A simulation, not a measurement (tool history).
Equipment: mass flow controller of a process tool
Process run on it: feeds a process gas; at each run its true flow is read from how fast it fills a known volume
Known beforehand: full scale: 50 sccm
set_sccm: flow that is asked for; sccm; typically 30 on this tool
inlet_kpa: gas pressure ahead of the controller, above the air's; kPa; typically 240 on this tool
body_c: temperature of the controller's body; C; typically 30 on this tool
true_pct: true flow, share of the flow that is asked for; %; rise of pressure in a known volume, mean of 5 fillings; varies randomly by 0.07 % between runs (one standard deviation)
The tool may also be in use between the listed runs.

{"run": 1, "hour": 0.0, "set_sccm": 30, "inlet_kpa": 240, "body_c": 30, "true_pct": 98.8}
{"run": 2, "hour": 188.7, "set_sccm": 30, "inlet_kpa": 240, "body_c": 30, "true_pct": 98.72}
{"run": 3, "hour": 299.7, "set_sccm": 30, "inlet_kpa": 240, "body_c": 30, "true_pct": 98.74}
{"run": 4, "hour": 489.3, "set_sccm": 30, "inlet_kpa": 240, "body_c": 30, "true_pct": 98.62}
{"run": 5, "hour": 595.3, "set_sccm": 12, "inlet_kpa": 240, "body_c": 30, "true_pct": 98.12}
{"run": 6, "hour": 752.5, "set_sccm": 30, "inlet_kpa": 240, "body_c": 30, "true_pct": 98.64}
{"run": 7, "hour": 878.0, "set_sccm": 30, "inlet_kpa": 240, "body_c": 30, "true_pct": 98.56}
{"run": 8, "hour": 976.3, "set_sccm": 30, "inlet_kpa": 240, "body_c": 30, "true_pct": 98.7}
{"run": 9, "hour": 1138.1, "set_sccm": 30, "inlet_kpa": 240, "body_c": 30, "true_pct": 98.57}
{"run": 10, "hour": 1218.8, "set_sccm": 30, "inlet_kpa": 240, "body_c": 30, "true_pct": 98.56}
{"run": 11, "hour": 1390.5, "set_sccm": 11, "inlet_kpa": 240, "body_c": 30, "true_pct": 98.15}
{"run": 12, "hour": 1535.0, "set_sccm": 30, "inlet_kpa": 240, "body_c": 30, "true_pct": 98.57}
{"run": 13, "hour": 1614.2, "set_sccm": 30, "inlet_kpa": 240, "body_c": 30, "true_pct": 98.49}
{"run": 14, "hour": 1797.8, "set_sccm": 30, "inlet_kpa": 240, "body_c": 30, "true_pct": 98.5}
{"run": 15, "hour": 1985.6, "set_sccm": 30, "inlet_kpa": 240, "body_c": 30, "true_pct": 98.44}
{"run": 16, "hour": 2101.0, "set_sccm": 30, "inlet_kpa": 240, "body_c": 30, "true_pct": 98.55}
{"run": 17, "hour": 2251.8, "set_sccm": 30, "inlet_kpa": 240, "body_c": 30, "true_pct": 98.45}
{"run": 18, "hour": 2407.0, "set_sccm": 6, "inlet_kpa": 194, "body_c": 25, "true_pct": 98.94}
{"run": 19, "hour": 2490.0, "set_sccm": 6, "inlet_kpa": 194, "body_c": 24, "true_pct": 99.14}
{"run": 20, "hour": 2647.0, "set_sccm": 30, "inlet_kpa": 249, "body_c": 27, "true_pct": 98.2}
{"run": 21, "hour": 2799.6, "set_sccm": 30, "inlet_kpa": 240, "body_c": 23, "true_pct": 98.14}
{"run": 22, "hour": 2928.1, "set_sccm": 30, "inlet_kpa": 240, "body_c": 23, "true_pct": 98.21}
{"run": 23, "hour": 3022.0, "set_sccm": 30, "inlet_kpa": 213, "body_c": 26, "true_pct": 98.55}
{"run": 24, "hour": 3201.4, "set_sccm": 30, "inlet_kpa": 179, "body_c": 22, "true_pct": 98.68}
{"run": 25, "hour": 3362.8, "set_sccm": 41, "inlet_kpa": 235, "body_c": 24, "true_pct": 98.58}
{"run": 26, "hour": 3512.2, "set_sccm": 32, "inlet_kpa": 194, "body_c": 39, "true_pct": 98.95}
{"run": 27, "hour": 3606.8, "set_sccm": 15, "inlet_kpa": 142, "body_c": 30, "true_pct": 98.68}
{"run": 28, "hour": 3706.9, "set_sccm": 15, "inlet_kpa": 142, "body_c": 30, "true_pct": 98.66}
{"run": 29, "hour": 3834.7, "set_sccm": 26, "inlet_kpa": 264, "body_c": 26, "true_pct": 97.8}
{"run": 30, "hour": 3923.2, "set_sccm": 26, "inlet_kpa": 264, "body_c": 26, "true_pct": 97.85}

Alternative continuations, all from the tool just after run 30; predict every row:
{"run": "A", "hour": 4087.7, "set_sccm": 7, "inlet_kpa": 240, "body_c": 30, "true_pct": "?"}
{"run": "B", "hour": 4087.7, "set_sccm": 42, "inlet_kpa": 245, "body_c": 23, "true_pct": "?"}
{"run": "C", "hour": 4087.7, "set_sccm": 26, "inlet_kpa": 226, "body_c": 26, "true_pct": "?"}
{"run": "D", "hour": 4087.7, "set_sccm": 15, "inlet_kpa": 179, "body_c": 26, "true_pct": "?"}

run=A true_pct=98.78
run=B true_pct=98.47
run=C true_pct=98.09
run=D true_pct=98.24
Had the tool no hidden state, the same runs would have come out as:
run=A true_pct=97.71
run=B true_pct=99.27
run=C true_pct=98.65
run=D true_pct=98.36

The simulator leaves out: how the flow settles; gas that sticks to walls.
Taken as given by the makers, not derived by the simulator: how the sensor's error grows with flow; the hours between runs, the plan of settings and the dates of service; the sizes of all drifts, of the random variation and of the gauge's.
